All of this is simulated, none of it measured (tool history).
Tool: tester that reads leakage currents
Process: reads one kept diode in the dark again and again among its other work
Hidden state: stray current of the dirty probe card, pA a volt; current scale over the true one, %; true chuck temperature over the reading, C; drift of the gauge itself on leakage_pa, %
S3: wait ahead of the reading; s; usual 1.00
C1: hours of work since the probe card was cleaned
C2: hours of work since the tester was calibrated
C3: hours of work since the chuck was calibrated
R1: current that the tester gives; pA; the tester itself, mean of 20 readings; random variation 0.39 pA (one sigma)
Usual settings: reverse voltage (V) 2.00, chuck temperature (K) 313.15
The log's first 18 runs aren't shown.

Run 19, day 113.596: usual settings but reverse voltage (V) 5.81, chuck temperature (K) 301.15, S3 1.75 s; C1 2521; C2 1570; C3 2254. Result: R1 76.69 pA.
Run 20, day 121.967: usual settings but reverse voltage (V) 5.81, chuck temperature (K) 315.15, S3 1.79 s; C1 2644; C2 1693; C3 2378. Result: R1 238.44 pA.
At day 129.125: chuck's temperature calibrated.
Run 21, day 130.346: usual settings but reverse voltage (V) 5.81, chuck temperature (K) 296.15, S3 0.44 s; C1 2767; C2 1816; C3 18. Result: R1 61.75 pA.
Run 22, day 136.738: usual settings but chuck temperature (K) 297.15, S3 1.53 s; C1 2861; C2 1910; C3 112. Result: R1 34.54 pA.
Run 23, day 141.008: usual settings but reverse voltage (V) 1.54, chuck temperature (K) 297.15, S3 2.87 s; C1 2924; C2 1974; C3 176. Result: R1 29.75 pA.
Run 24, day 145.275: usual settings but reverse voltage (V) 1.54, chuck temperature (K) 297.15, S3 2.87 s; C1 2987; C2 2037; C3 239. Result: R1 29.51 pA.
Run 25, day 150.954: usual settings but reverse voltage (V) 1.13, chuck temperature (K) 310.15, S3 2.87 s; C1 3071; C2 2120; C3 323. Result: R1 73.17 pA.
Run 26, day 157.425: usual settings but S3 0.47 s; C1 3167; C2 2216; C3 418. Result: R1 127.45 pA.
Run 27, day 162.521: usual settings but S3 0.47 s; C1 3242; C2 2291; C3 493. Result: R1 127.41 pA.
Run 28, day 171.175: usual settings but S3 0.47 s; C1 3370; C2 2419; C3 621. Result: R1 127.83 pA.
Run 29, day 177.450: usual settings but S3 0.47 s; C1 3463; C2 2512; C3 714. Result: R1 126.36 pA.
Run 30, day 182.488: usual settings but chuck temperature (K) 332.15, S3 0.47 s; C1 3537; C2 2586; C3 788. Result: R1 527.33 pA.
At day 185.792: probe card cleaned and baked.
At day 190.417: tester calibrated.
Run 31, day 190.417: usual settings but reverse voltage (V) 1.44, chuck temperature (K) 307.15, S3 1.38 s; C1 67; C2 0; C3 902. Result: R1 63.44 pA.
Run 32, day 197.621: usual settings but reverse voltage (V) 1.44, chuck temperature (K) 307.15, S3 1.38 s; C1 174; C2 106; C3 1009. Result: R1 62.45 pA.
Run 33, day 204.767: usual settings but reverse voltage (V) 1.44, chuck temperature (K) 307.15, S3 1.38 s; C1 279; C2 212; C3 1114. Result: R1 61.96 pA.

The next listed run, before its measurement:
Run 34, day 208.779: usual settings but reverse voltage (V) 5.08, chuck temperature (K) 301.15, S3 0.50 s; C1 338; C2 271; C3 1174. Result: R1 ?.

R1: 76.15 pA
Without the tool's hidden state the same run would have given R1 79.95 pA.
